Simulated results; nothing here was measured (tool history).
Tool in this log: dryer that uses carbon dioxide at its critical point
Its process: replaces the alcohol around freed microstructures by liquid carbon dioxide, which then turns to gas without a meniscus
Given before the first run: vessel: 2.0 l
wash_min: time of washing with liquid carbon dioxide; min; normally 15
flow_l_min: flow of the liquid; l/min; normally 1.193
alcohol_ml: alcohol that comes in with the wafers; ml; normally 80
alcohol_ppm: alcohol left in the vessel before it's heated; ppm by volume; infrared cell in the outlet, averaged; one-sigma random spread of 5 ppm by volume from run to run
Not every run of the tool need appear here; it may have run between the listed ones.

run 1 hour=0.0 | wash_min=15 flow_l_min=1.193 alcohol_ml=80 | alcohol_ppm=147
run 2 hour=10.1 | wash_min=15 flow_l_min=0.790 alcohol_ml=80 | alcohol_ppm=421
run 3 hour=27.3 | wash_min=15 flow_l_min=0.790 alcohol_ml=27 | alcohol_ppm=228
run 4 hour=42.6 | wash_min=15 flow_l_min=1.193 alcohol_ml=80 | alcohol_ppm=157
run 5 hour=67.1 | wash_min=15 flow_l_min=1.510 alcohol_ml=80 | alcohol_ppm=151
run 6 hour=88.6 | wash_min=15 flow_l_min=1.193 alcohol_ml=80 | alcohol_ppm=170
run 7 hour=100.6 | wash_min=15 flow_l_min=1.193 alcohol_ml=80 | alcohol_ppm=171
run 8 hour=115.6 | wash_min=15 flow_l_min=1.193 alcohol_ml=72 | alcohol_ppm=189
run 9 hour=131.7 | wash_min=15 flow_l_min=1.193 alcohol_ml=72 | alcohol_ppm=196
run 10 hour=151.0 | wash_min=15 flow_l_min=1.193 alcohol_ml=72 | alcohol_ppm=196
run 11 hour=161.1 | wash_min=15 flow_l_min=1.193 alcohol_ml=72 | alcohol_ppm=210
run 12 hour=184.3 | wash_min=15 flow_l_min=1.193 alcohol_ml=72 | alcohol_ppm=198
run 13 hour=206.3 | wash_min=23 flow_l_min=1.193 alcohol_ml=80 | alcohol_ppm=190
run 14 hour=218.9 | wash_min=15 flow_l_min=1.193 alcohol_ml=80 | alcohol_ppm=199
run 15 hour=238.0 | wash_min=15 flow_l_min=1.193 alcohol_ml=80 | alcohol_ppm=202
run 16 hour=250.7 | wash_min=15 flow_l_min=1.690 alcohol_ml=80 | alcohol_ppm=192
run 17 hour=265.3 | wash_min=15 flow_l_min=1.193 alcohol_ml=46 | alcohol_ppm=206
run 18 hour=284.4 | wash_min=15 flow_l_min=1.193 alcohol_ml=46 | alcohol_ppm=197
run 19 hour=304.6 | wash_min=15 flow_l_min=1.193 alcohol_ml=46 | alcohol_ppm=235
run 20 hour=317.7 | wash_min=15 flow_l_min=1.193 alcohol_ml=35 | alcohol_ppm=222
run 21 hour=336.7 | wash_min=15 flow_l_min=1.193 alcohol_ml=35 | alcohol_ppm=238
run 22 hour=347.1 | wash_min=15 flow_l_min=1.193 alcohol_ml=35 | alcohol_ppm=233
run 23 hour=362.4 | wash_min=15 flow_l_min=1.193 alcohol_ml=35 | alcohol_ppm=244
run 24 hour=373.3 | wash_min=15 flow_l_min=1.193 alcohol_ml=35 | alcohol_ppm=235
run 25 hour=383.4 | wash_min=13 flow_l_min=0.830 alcohol_ml=101 | alcohol_ppm=727
run 26 hour=394.7 | wash_min=9 flow_l_min=1.590 alcohol_ml=84 | alcohol_ppm=336
run 27 hour=407.6 | wash_min=9 flow_l_min=1.850 alcohol_ml=40 | alcohol_ppm=269
run 28 hour=423.2 | wash_min=15 flow_l_min=1.193 alcohol_ml=25 | alcohol_ppm=252
run 29 hour=433.6 | wash_min=15 flow_l_min=1.193 alcohol_ml=25 | alcohol_ppm=254
run 30 hour=451.0 | wash_min=10 flow_l_min=0.860 alcohol_ml=31 | alcohol_ppm=659
run 31 hour=474.8 | wash_min=15 flow_l_min=0.910 alcohol_ml=45 | alcohol_ppm=348
run 32 hour=493.6 | wash_min=15 flow_l_min=0.910 alcohol_ml=45 | alcohol_ppm=324
run 33 hour=506.0 | wash_min=15 flow_l_min=1.270 alcohol_ml=45 | alcohol_ppm=278
run 34 hour=522.2 | wash_min=17 flow_l_min=1.193 alcohol_ml=22 | alcohol_ppm=23
run 35 hour=539.8 | wash_min=10 flow_l_min=0.950 alcohol_ml=80 | alcohol_ppm=765
run 36 hour=550.7 | wash_min=9 flow_l_min=0.820 alcohol_ml=111 | alcohol_ppm=2532
run 37 hour=561.8 | wash_min=11 flow_l_min=1.193 alcohol_ml=109 | alcohol_ppm=240
run 38 hour=577.4 | wash_min=21 flow_l_min=0.820 alcohol_ml=80 | alcohol_ppm=40
run 39 hour=589.4 | wash_min=24 flow_l_min=1.920 alcohol_ml=80 | alcohol_ppm=33
run 40 hour=606.4 | wash_min=15 flow_l_min=1.430 alcohol_ml=26 | alcohol_ppm=39
run 41 hour=616.7 | wash_min=20 flow_l_min=1.370 alcohol_ml=80 | alcohol_ppm=43
run 42 hour=630.5 | wash_min=14 flow_l_min=1.370 alcohol_ml=80 | alcohol_ppm=60
run 43 hour=653.9 | wash_min=14 flow_l_min=1.370 alcohol_ml=87 | alcohol_ppm=67
run 44 hour=665.5 | wash_min=10 flow_l_min=0.920 alcohol_ml=23 | alcohol_ppm=304
run 45 hour=675.9 | wash_min=11 flow_l_min=0.920 alcohol_ml=41 | alcohol_ppm=366
run 46 hour=695.9 | wash_min=9 flow_l_min=0.920 alcohol_ml=41 | alcohol_ppm=742
run 47 hour=712.4 | wash_min=9 flow_l_min=0.920 alcohol_ml=41 | alcohol_ppm=747
run 48 hour=728.9 | wash_min=9 flow_l_min=1.900 alcohol_ml=83 | alcohol_ppm=115

Not shown here: 2 entries made in the log between runs. Locate each between two listed runs and compare the hidden state at the listed run before it with the hidden state at the listed run after it:
Between runs 11 and 12: inlet filter changed (hour 184.3)
  flow that reaches the vessel past the clogged filter, %: 92 -> 99.6; alcohol in the recycled carbon dioxide, ppm: 170.4 -> 177.1
  measured minus no-state result, alcohol_ppm: +179 -> +173 ppm by volume
Between runs 33 and 34: purifier's bed changed (hour 510.7)
  flow that reaches the vessel past the clogged filter, %: 95.8 -> 95.6; alcohol in the recycled carbon dioxide, ppm: 274.4 -> 9.7
  measured minus no-state result, alcohol_ppm: +267 -> +6 ppm by volume
